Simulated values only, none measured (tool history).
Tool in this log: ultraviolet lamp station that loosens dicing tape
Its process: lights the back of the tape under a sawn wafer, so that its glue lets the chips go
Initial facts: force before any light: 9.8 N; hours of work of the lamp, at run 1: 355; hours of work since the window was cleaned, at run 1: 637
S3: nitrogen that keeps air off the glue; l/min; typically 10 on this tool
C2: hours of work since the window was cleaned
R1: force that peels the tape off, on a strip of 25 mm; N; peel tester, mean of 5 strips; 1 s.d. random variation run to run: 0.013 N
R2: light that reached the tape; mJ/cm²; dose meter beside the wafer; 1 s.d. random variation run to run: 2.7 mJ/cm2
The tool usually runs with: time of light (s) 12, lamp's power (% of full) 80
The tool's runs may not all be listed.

run 1 hour=0 | time_of_light_(s)=12 lamp's_power_(%_of_full)=80 S3=10 | hours_of_work_of_the_lamp=355 C2=637 | R1=0.964 R2=276
run 2 hour=25.1 | time_of_light_(s)=12 lamp's_power_(%_of_full)=80 S3=10 | hours_of_work_of_the_lamp=369 C2=650 | R1=0.973 R2=274
-- hour=32.5 window cleaned of glue's vapour
run 3 hour=57 | time_of_light_(s)=12 lamp's_power_(%_of_full)=80 S3=20 | hours_of_work_of_the_lamp=385 C2=13 | R1=0.66 R2=265
run 4 hour=88.4 | time_of_light_(s)=12 lamp's_power_(%_of_full)=80 S3=20 | hours_of_work_of_the_lamp=402 C2=30 | R1=0.688 R2=263
run 5 hour=124.3 | time_of_light_(s)=12 lamp's_power_(%_of_full)=80 S3=10 | hours_of_work_of_the_lamp=421 C2=49 | R1=1.076 R2=258
run 6 hour=172.1 | time_of_light_(s)=12 lamp's_power_(%_of_full)=80 S3=10 | hours_of_work_of_the_lamp=446 C2=74 | R1=1.136 R2=257
run 7 hour=217.2 | time_of_light_(s)=12 lamp's_power_(%_of_full)=80 S3=5 | hours_of_work_of_the_lamp=470 C2=98 | R1=1.93 R2=255
-- hour=228.3 window cleaned of glue's vapour, once more
run 8 hour=270.7 | time_of_light_(s)=12 lamp's_power_(%_of_full)=77 S3=10 | hours_of_work_of_the_lamp=498 C2=22 | R1=0.875 R2=288
run 9 hour=295.6 | time_of_light_(s)=12 lamp's_power_(%_of_full)=77 S3=10 | hours_of_work_of_the_lamp=512 C2=36 | R1=0.877 R2=285
run 10 hour=339.3 | time_of_light_(s)=12 lamp's_power_(%_of_full)=80 S3=10 | hours_of_work_of_the_lamp=535 C2=59 | R1=0.857 R2=299
run 11 hour=366.5 | time_of_light_(s)=12 lamp's_power_(%_of_full)=80 S3=10 | hours_of_work_of_the_lamp=549 C2=73 | R1=0.812 R2=294
run 12 hour=407.6 | time_of_light_(s)=12 lamp's_power_(%_of_full)=80 S3=3 | hours_of_work_of_the_lamp=571 C2=95 | R1=2.046 R2=291
run 13 hour=459.6 | time_of_light_(s)=17 lamp's_power_(%_of_full)=66 S3=10 | hours_of_work_of_the_lamp=599 C2=123 | R1=0.662 R2=333
run 14 hour=503.9 | time_of_light_(s)=17 lamp's_power_(%_of_full)=66 S3=10 | hours_of_work_of_the_lamp=622 C2=146 | R1=0.69 R2=335
run 15 hour=527.7 | time_of_light_(s)=17 lamp's_power_(%_of_full)=66 S3=10 | hours_of_work_of_the_lamp=635 C2=159 | R1=0.661 R2=335
run 16 hour=552.9 | time_of_light_(s)=17 lamp's_power_(%_of_full)=66 S3=10 | hours_of_work_of_the_lamp=648 C2=172 | R1=0.644 R2=327
run 17 hour=603.3 | time_of_light_(s)=12 lamp's_power_(%_of_full)=82 S3=9 | hours_of_work_of_the_lamp=675 C2=199 | R1=1.005 R2=289
run 18 hour=653.5 | time_of_light_(s)=13 lamp's_power_(%_of_full)=82 S3=10 | hours_of_work_of_the_lamp=702 C2=226 | R1=0.793 R2=307
run 19 hour=686.5 | time_of_light_(s)=7 lamp's_power_(%_of_full)=80 S3=10 | hours_of_work_of_the_lamp=719 C2=243 | R1=2.411 R2=158
run 20 hour=716.7 | time_of_light_(s)=22 lamp's_power_(%_of_full)=67 S3=10 | hours_of_work_of_the_lamp=735 C2=259 | R1=0.443 R2=415
run 21 hour=749 | time_of_light_(s)=11 lamp's_power_(%_of_full)=64 S3=15 | hours_of_work_of_the_lamp=752 C2=276 | R1=1.459 R2=197
run 22 hour=779.9 | time_of_light_(s)=11 lamp's_power_(%_of_full)=64 S3=15 | hours_of_work_of_the_lamp=769 C2=293 | R1=1.428 R2=191
run 23 hour=803.2 | time_of_light_(s)=11 lamp's_power_(%_of_full)=98 S3=17 | hours_of_work_of_the_lamp=781 C2=305 | R1=0.586 R2=298
run 24 hour=840.6 | time_of_light_(s)=11 lamp's_power_(%_of_full)=75 S3=13 | hours_of_work_of_the_lamp=801 C2=325 | R1=1.245 R2=224

Below are 4 alternative next runs, each starting from the tool's condition after run 24. Predict each:
run A hour=885.9 | time_of_light_(s)=7 lamp's_power_(%_of_full)=85 S3=8 | hours_of_work_of_the_lamp=825 C2=349 | R1=? R2=?
run B hour=885.9 | time_of_light_(s)=11 lamp's_power_(%_of_full)=98 S3=4 | hours_of_work_of_the_lamp=825 C2=349 | R1=? R2=?
run C hour=885.9 | time_of_light_(s)=8 lamp's_power_(%_of_full)=63 S3=4 | hours_of_work_of_the_lamp=825 C2=349 | R1=? R2=?
run D hour=885.9 | time_of_light_(s)=11 lamp's_power_(%_of_full)=83 S3=13 | hours_of_work_of_the_lamp=825 C2=349 | R1=? R2=?

run=A R1=2.68 R2=159
run=B R1=1.727 R2=292
run=C R1=4.299 R2=138
run=D R1=1.062 R2=244
Stripped of hidden state, with their random variation kept, the same runs would have yielded:
run=A R1=1.71 R2=219
run=B R1=0.985 R2=399
run=C R1=3.186 R2=188
run=D R1=0.564 R2=334

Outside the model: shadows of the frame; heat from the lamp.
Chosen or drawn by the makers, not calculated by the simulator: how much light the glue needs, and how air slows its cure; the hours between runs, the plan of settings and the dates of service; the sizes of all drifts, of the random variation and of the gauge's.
